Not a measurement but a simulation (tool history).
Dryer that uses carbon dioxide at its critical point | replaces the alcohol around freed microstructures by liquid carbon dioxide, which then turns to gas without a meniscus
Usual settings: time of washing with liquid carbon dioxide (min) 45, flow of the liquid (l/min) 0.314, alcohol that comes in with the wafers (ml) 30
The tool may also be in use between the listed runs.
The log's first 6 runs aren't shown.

run,hour,time of washing with liquid carbon dioxide (min),flow of the liquid (l/min),alcohol that comes in with the wafers (ml),hours of work since the filter was changed,hours of work since the purifier's bed was changed,alcohol left in the vessel before it's heated (ppm by volume)
7,166.6,45,0.314,30,366,922,233
8,187.2,45,0.314,30,382,937,241
9,215.5,45,0.314,30,404,959,255
10,243.1,45,0.314,30,425,980,256
11,276.9,45,0.412,30,451,1006,209
# hour 289.9: inlet filter changed
12,303,45,0.412,30,10,1025,209
13,327.5,45,0.412,30,29,1044,224
14,355.3,45,0.314,26,50,1065,233
15,379.5,45,0.314,26,68,1083,248
16,402.6,45,0.314,26,86,1101,242
17,419,45,0.206,30,99,1114,407
18,452.3,45,0.206,30,124,1139,417
19,485.1,45,0.206,30,149,1164,441
20,503,45,0.206,30,163,1178,456
21,522.6,45,0.206,30,178,1193,441
22,559.3,45,0.206,30,206,1221,482
23,587.6,45,0.314,30,227,1242,287
24,616.3,45,0.314,30,249,1264,285

The next listed run, before its measurement:
# hour 641.8: purifier's bed changed
25,650.4,40,0.314,30,273,7,?

alcohol left in the vessel before it's heated (ppm by volume): 67
Without the tool's hidden state the same run would have given alcohol left in the vessel before it's heated (ppm by volume) 34.
